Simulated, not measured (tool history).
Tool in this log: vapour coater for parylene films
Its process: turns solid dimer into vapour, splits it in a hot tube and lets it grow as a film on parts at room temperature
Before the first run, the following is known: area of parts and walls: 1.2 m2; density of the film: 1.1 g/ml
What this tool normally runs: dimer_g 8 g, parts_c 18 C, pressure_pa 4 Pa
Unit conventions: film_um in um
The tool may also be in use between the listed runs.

run	day	dimer_g	parts_c	pressure_pa	film_um
1	0	8	18	4	4.22
2	1.358	7	18	4	3.72
3	2.292	7	18	4	3.66
4	2.904	8	18	4	4.22
5	3.812	4	18	4	2.12
6	4.621	4	18	4	2.06
7	5.504	10	18	4	5.21
8	6.508	10	18	4	5.18
9	7.429	8	18	4	4.11
10	8.512	8	11	4	5.15
11	9.758	8	11	4	5.18
12	11.033	6	11	8.37	3.24
13	11.742	6	11	8.37	3.26
14	12.583	6	11	8.37	3.21
15	13.775	6	24	8.37	2.06
16	14.396	6	14	2.68	3.75
17	15.35	6	11	2.68	4.03
18	16.054	8	18	7.07	3.49
19	16.825	14	18	2.19	8.09
20	17.442	14	18	2.19	8.05
21	18.679	8	20	4.45	3.59
22	19.25	12	18	2.84	6.47

Predict each of these 5 candidate next runs independently; none follows another, all start after run 22:
A	20.379	6	26	10.42	?
B	20.379	6	14	6.5	?
C	20.379	7	18	4.51	?
D	20.379	12	21	4.52	?
E	20.379	8	29	4	?

run	film_um
A	1.83
B	3.02
C	3.38
D	5.23
E	2.74
What these runs would have given with no unlogged condition in the tool:
run	film_um
A	2.09
B	3.46
C	3.86
D	5.98
E	3.13
